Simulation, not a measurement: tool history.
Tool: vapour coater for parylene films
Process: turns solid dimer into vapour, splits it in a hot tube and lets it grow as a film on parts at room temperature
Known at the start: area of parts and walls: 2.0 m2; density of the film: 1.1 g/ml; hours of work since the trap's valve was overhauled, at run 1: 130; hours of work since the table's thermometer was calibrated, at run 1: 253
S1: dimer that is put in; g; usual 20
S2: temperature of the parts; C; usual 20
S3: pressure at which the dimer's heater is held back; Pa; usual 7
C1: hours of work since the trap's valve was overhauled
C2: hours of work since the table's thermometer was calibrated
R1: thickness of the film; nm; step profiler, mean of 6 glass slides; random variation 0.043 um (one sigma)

| run | day | S1 | S2 | S3 | C1 | C2 | R1 |
|---|---|---|---|---|---|---|---|
| 1 | 0 | 20 | 20 | 7 | 130 | 253 | 4770 |
| 2 | 0.717 | 20 | 16 | 7 | 140 | 263 | 5420 |
| 3 | 1.754 | 20 | 20 | 7 | 155 | 278 | 4670 |
| 4 | 2.8 | 20 | 20 | 7 | 170 | 293 | 4700 |
| 5 | 3.467 | 20 | 20 | 7 | 179 | 303 | 4750 |
| 6 | 4.283 | 20 | 20 | 3.25 | 191 | 314 | 4980 |
| 7 | 5.367 | 20 | 20 | 3.25 | 207 | 330 | 4920 |
| 8 | 6.175 | 20 | 20 | 3.25 | 218 | 341 | 4910 |
| 9 | 7.221 | 20 | 20 | 4.22 | 233 | 356 | 4910 |
| 10 | 8.067 | 20 | 20 | 4.22 | 245 | 369 | 4890 |
| 11 | 8.996 | 20 | 20 | 4.69 | 259 | 382 | 4820 |
| 12 | 9.662 | 20 | 20 | 4.69 | 268 | 391 | 4820 |
| 13 | 10.792 | 20 | 20 | 4.69 | 285 | 408 | 4830 |
| 14 | 11.583 | 20 | 20 | 4.69 | 296 | 419 | 4810 |
| 15 | 12.183 | 20 | 20 | 7 | 305 | 428 | 4750 |
| 16 | 12.862 | 23 | 20 | 7 | 314 | 437 | 5430 |
| 17 | 13.492 | 23 | 20 | 7 | 323 | 446 | 5410 |
| 18 | 14.217 | 15 | 20 | 7 | 334 | 457 | 3550 |
| 19 | 15.312 | 15 | 20 | 7 | 349 | 473 | 3520 |
| 20 | 15.879 | 20 | 20 | 7 | 358 | 481 | 4740 |
| 21 | 16.404 | 20 | 20 | 2.41 | 365 | 488 | 5090 |
| 22 | 17.588 | 20 | 20 | 2.41 | 382 | 505 | 5020 |
|  | 18.075 | trap's valve overhauled |
| 23 | 18.608 | 19 | 25 | 2.07 | 8 | 517 | 4160 |
| 24 | 19.692 | 19 | 25 | 2.07 | 23 | 533 | 4080 |
| 25 | 20.783 | 11 | 20 | 7 | 39 | 549 | 2600 |
| 26 | 21.308 | 8 | 20 | 7 | 46 | 556 | 1870 |
| 27 | 22.296 | 15 | 22 | 2.25 | 61 | 570 | 3570 |
| 28 | 23.138 | 17 | 30 | 2.25 | 73 | 582 | 3110 |
| 29 | 24.133 | 9 | 17 | 9.78 | 87 | 597 | 2350 |
| 30 | 25.271 | 30 | 20 | 7 | 103 | 613 | 7040 |
| 31 | 25.762 | 30 | 20 | 7 | 110 | 620 | 7120 |
| 32 | 26.529 | 30 | 20 | 7 | 121 | 631 | 7050 |
| 33 | 27.617 | 30 | 22 | 7 | 137 | 647 | 6690 |
| 34 | 28.438 | 28 | 17 | 2.33 | 149 | 659 | 7830 |
| 35 | 29.258 | 19 | 14 | 8.02 | 161 | 670 | 5400 |
| 36 | 29.95 | 19 | 14 | 8.02 | 170 | 680 | 5390 |
| 37 | 31.071 | 17 | 20 | 2.11 | 187 | 696 | 4230 |
| 38 | 31.567 | 16 | 14 | 4.16 | 194 | 703 | 4770 |
| 39 | 32.738 | 16 | 14 | 4.16 | 210 | 720 | 4790 |

Hidden state at the last listed run before each entry between runs and at the first one after, where it differs:
Between runs 22 and 23: trap's valve overhauled (day 18.075)
  vapour lost through the trap's worn valve, %: 0.5 -> 0

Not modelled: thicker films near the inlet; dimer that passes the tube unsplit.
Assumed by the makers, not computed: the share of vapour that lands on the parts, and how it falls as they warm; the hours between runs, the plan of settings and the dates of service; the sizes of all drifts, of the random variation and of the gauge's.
